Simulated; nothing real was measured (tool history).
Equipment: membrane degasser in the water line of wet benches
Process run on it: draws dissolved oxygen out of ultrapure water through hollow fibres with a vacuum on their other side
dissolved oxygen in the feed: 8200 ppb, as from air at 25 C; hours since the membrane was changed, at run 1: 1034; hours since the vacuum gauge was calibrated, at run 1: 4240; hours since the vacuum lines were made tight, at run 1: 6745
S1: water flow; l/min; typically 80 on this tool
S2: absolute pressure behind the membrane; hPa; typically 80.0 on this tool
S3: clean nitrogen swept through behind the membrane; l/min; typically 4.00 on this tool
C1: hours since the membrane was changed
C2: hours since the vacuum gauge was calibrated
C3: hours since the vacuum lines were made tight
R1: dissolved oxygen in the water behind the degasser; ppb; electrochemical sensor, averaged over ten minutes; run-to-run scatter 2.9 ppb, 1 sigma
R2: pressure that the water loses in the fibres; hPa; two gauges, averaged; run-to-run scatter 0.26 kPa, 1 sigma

run,hour,S1,S2,S3,C1,C2,C3,R1,R2
1,0.0,80,80.0,4.00,1034,4240,6745,299.3,706.6
2,19.1,80,80.0,4.00,1053,4259,6765,298.7,709.7
3,38.6,80,80.0,4.00,1073,4278,6784,298.5,702.1
4,58.5,80,80.0,4.00,1093,4298,6804,306.3,707.0
5,102.6,80,80.0,4.00,1137,4342,6848,304.8,708.3
6,137.4,80,80.0,4.00,1172,4377,6883,298.6,703.4
7,156.6,80,80.0,4.00,1191,4396,6902,296.5,704.5
8,200.5,80,80.0,4.00,1235,4440,6946,304.6,710.0
9,242.0,80,80.0,4.00,1276,4482,6987,307.1,708.1
10,276.4,80,59.7,4.00,1311,4516,7022,217.5,708.7
11,323.1,80,59.7,4.00,1357,4563,7069,216.5,702.6
12,356.8,80,59.7,4.00,1391,4597,7102,220.0,711.7
# hour 388.0: seals of the vacuum lines changed
13,397.0,80,80.0,4.00,1429,4635,9,298.5,708.6
14,441.8,80,80.0,4.00,1474,4680,54,299.1,704.7
15,477.6,80,80.0,4.00,1510,4715,90,303.0,707.0
16,519.5,61,99.4,2.82,1552,4757,131,362.4,540.5
17,538.9,61,99.4,2.82,1571,4777,151,361.2,539.5
18,568.1,61,99.4,2.82,1600,4806,180,357.4,543.0
# hour 593.2: vacuum gauge calibrated
19,596.0,61,99.4,2.82,1628,3,208,364.8,540.6
20,620.9,61,99.4,2.82,1653,28,232,359.9,541.2
21,667.9,61,99.4,2.82,1700,75,279,351.9,543.6
22,699.5,61,72.3,6.86,1731,106,311,130.9,539.8
23,730.4,114,80.0,5.16,1762,137,342,412.8,1008.6
24,753.4,114,80.0,5.16,1785,160,365,410.8,1010.1
25,798.3,80,59.0,4.00,1830,205,410,206.0,708.5
26,833.5,80,59.0,4.00,1865,240,445,212.6,713.6
27,871.3,80,193.1,9.17,1903,278,483,397.5,707.7
28,899.1,93,145.4,4.00,1931,306,511,645.4,827.9
29,918.5,80,133.2,4.00,1950,325,530,512.7,709.3

Forecast each of these 3 alternatives for the next run:
A,949.3,58,80.0,11.77,1981,356,561,?,?
B,949.3,80,187.5,2.33,1981,356,561,?,?
C,949.3,100,133.2,2.39,1981,356,561,?,?

run,R1,R2
A,97.9,514.1
B,1065.5,709.6
C,912.4,889.3
What these runs would have given with no unlogged condition in the tool:
run,R1,R2
A,94.0,505.1
B,1058.5,697.3
C,902.1,873.9
